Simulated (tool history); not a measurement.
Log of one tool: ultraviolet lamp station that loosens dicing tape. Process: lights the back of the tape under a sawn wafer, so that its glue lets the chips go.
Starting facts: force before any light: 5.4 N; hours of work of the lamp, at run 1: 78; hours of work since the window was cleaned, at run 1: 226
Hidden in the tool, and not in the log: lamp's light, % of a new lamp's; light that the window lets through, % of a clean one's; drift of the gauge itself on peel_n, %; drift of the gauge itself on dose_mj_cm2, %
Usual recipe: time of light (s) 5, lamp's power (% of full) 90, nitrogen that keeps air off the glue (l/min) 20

| run | hour | time of light (s) | lamp's power (% of full) | nitrogen that keeps air off the glue (l/min) | hours of work of the lamp | hours of work since the window was cleaned | force that peels the tape off (N) | light that reached the tape (mJ/cm²) |
|---|---|---|---|---|---|---|---|---|
| 1 | 0 | 5 | 90 | 20 | 78 | 226 | 0.584 | 344 |
| 2 | 24.1 | 5 | 90 | 20 | 88 | 236 | 0.581 | 346 |
| 3 | 63 | 5 | 93 | 20 | 104 | 252 | 0.559 | 349 |
| 4 | 81.8 | 5 | 93 | 20 | 111 | 260 | 0.581 | 350 |
| 5 | 119.2 | 5 | 95 | 20 | 126 | 275 | 0.533 | 355 |
| 6 | 151.6 | 5 | 77 | 20 | 140 | 288 | 0.785 | 284 |
| 7 | 176.4 | 5 | 77 | 20 | 150 | 298 | 0.795 | 285 |
| 8 | 201.4 | 5 | 77 | 20 | 160 | 308 | 0.79 | 277 |
| 9 | 228.5 | 5 | 90 | 20 | 171 | 319 | 0.636 | 326 |
|  | 246.1 | window cleaned of glue's vapour |
| 10 | 270.5 | 5 | 91 | 20 | 188 | 10 | 0.508 | 367 |
| 11 | 293.4 | 5 | 72 | 20 | 197 | 19 | 0.747 | 291 |
| 12 | 328.1 | 7 | 71 | 37 | 211 | 33 | 0.324 | 397 |
| 13 | 371.8 | 7 | 71 | 37 | 229 | 51 | 0.36 | 393 |
| 14 | 414.9 | 7 | 64 | 37 | 246 | 69 | 0.395 | 353 |
| 15 | 457.3 | 3 | 69 | 10 | 263 | 86 | 2.173 | 157 |
| 16 | 486.3 | 3 | 69 | 10 | 275 | 98 | 2.246 | 157 |
| 17 | 525.3 | 3 | 69 | 10 | 291 | 113 | 2.308 | 160 |
| 18 | 565.6 | 3 | 69 | 10 | 307 | 130 | 2.228 | 158 |
| 19 | 587.1 | 3 | 69 | 10 | 316 | 138 | 2.3 | 159 |
| 20 | 612.5 | 5 | 90 | 25 | 326 | 149 | 0.52 | 340 |
| 21 | 643.4 | 2 | 97 | 34 | 339 | 161 | 1.543 | 147 |

Forecast each of these 5 alternatives for the next run:
| A | 671.6 | 5 | 72 | 33 | 350 | 173 | ? | ? |
| B | 671.6 | 3 | 81 | 38 | 350 | 173 | ? | ? |
| C | 671.6 | 2 | 63 | 20 | 350 | 173 | ? | ? |
| D | 671.6 | 4 | 97 | 9 | 350 | 173 | ? | ? |
| E | 671.6 | 2 | 74 | 16 | 350 | 173 | ? | ? |

| run | force that peels the tape off (N) | light that reached the tape (mJ/cm²) |
|---|---|---|
| A | 0.652 | 268 |
| B | 1.104 | 178 |
| C | 2.63 | 89 |
| D | 1.209 | 287 |
| E | 2.581 | 109 |
With no hidden state in the tool, these same runs would have given:
| run | force that peels the tape off (N) | light that reached the tape (mJ/cm²) |
|---|---|---|
| A | 0.511 | 311 |
| B | 0.887 | 207 |
| C | 2.359 | 104 |
| D | 0.98 | 333 |
| E | 2.299 | 126 |
